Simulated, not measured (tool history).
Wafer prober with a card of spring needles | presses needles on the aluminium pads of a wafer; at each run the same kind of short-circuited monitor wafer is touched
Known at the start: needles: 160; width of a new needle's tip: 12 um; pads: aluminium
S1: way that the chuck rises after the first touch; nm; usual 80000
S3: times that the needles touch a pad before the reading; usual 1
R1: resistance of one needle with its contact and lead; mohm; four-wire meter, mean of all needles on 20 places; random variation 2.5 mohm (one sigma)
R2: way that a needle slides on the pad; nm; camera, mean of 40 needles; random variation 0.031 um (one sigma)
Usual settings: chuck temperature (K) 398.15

run 1 hour=0.0 | S1=80000 chuck_temperature_(K)=398.15 S3=1 | R1=288 R2=19410
run 2 hour=8.7 | S1=80000 chuck_temperature_(K)=398.15 S3=2 | R1=287 R2=19450
-- hour=11.2 tips cleaned on abrasive film
run 3 hour=16.1 | S1=80000 chuck_temperature_(K)=398.15 S3=1 | R1=280 R2=19470
run 4 hour=23.5 | S1=80000 chuck_temperature_(K)=398.15 S3=3 | R1=286 R2=19470
-- hour=25.7 tips cleaned on abrasive film
run 5 hour=35.1 | S1=80000 chuck_temperature_(K)=398.15 S3=3 | R1=280 R2=19440
-- hour=39.9 tips cleaned on abrasive film
run 6 hour=46.2 | S1=80000 chuck_temperature_(K)=398.15 S3=3 | R1=279 R2=19390
-- hour=53.9 tips cleaned on abrasive film
run 7 hour=55.4 | S1=80000 chuck_temperature_(K)=330.15 S3=1 | R1=265 R2=19430
run 8 hour=64.0 | S1=80000 chuck_temperature_(K)=371.15 S3=1 | R1=276 R2=19470
-- hour=67.6 tips cleaned on abrasive film
run 9 hour=72.0 | S1=86000 chuck_temperature_(K)=300.15 S3=1 | R1=254 R2=20910
-- hour=79.4 height of the first contact set anew
-- hour=81.4 tips cleaned on abrasive film
run 10 hour=83.2 | S1=70000 chuck_temperature_(K)=386.15 S3=2 | R1=279 R2=16990
run 11 hour=94.2 | S1=70000 chuck_temperature_(K)=392.15 S3=2 | R1=282 R2=16960

Forecast each of these 3 alternatives for the next run:
-- hour=94.9 tips cleaned on abrasive film
run A hour=105.5 | S1=88000 chuck_temperature_(K)=392.15 S3=1 | R1=? R2=?
-- hour=94.9 tips cleaned on abrasive film
run B hour=105.5 | S1=66000 chuck_temperature_(K)=312.15 S3=2 | R1=? R2=?
-- hour=94.9 tips cleaned on abrasive film
run C hour=105.5 | S1=80000 chuck_temperature_(K)=341.15 S3=3 | R1=? R2=?

run=A R1=285 R2=21360
run=B R1=265 R2=16010
run=C R1=265 R2=19470
Without the tool's hidden state the same runs would have given:
run=A R1=284 R2=21420
run=B R1=264 R2=16060
run=C R1=265 R2=19530

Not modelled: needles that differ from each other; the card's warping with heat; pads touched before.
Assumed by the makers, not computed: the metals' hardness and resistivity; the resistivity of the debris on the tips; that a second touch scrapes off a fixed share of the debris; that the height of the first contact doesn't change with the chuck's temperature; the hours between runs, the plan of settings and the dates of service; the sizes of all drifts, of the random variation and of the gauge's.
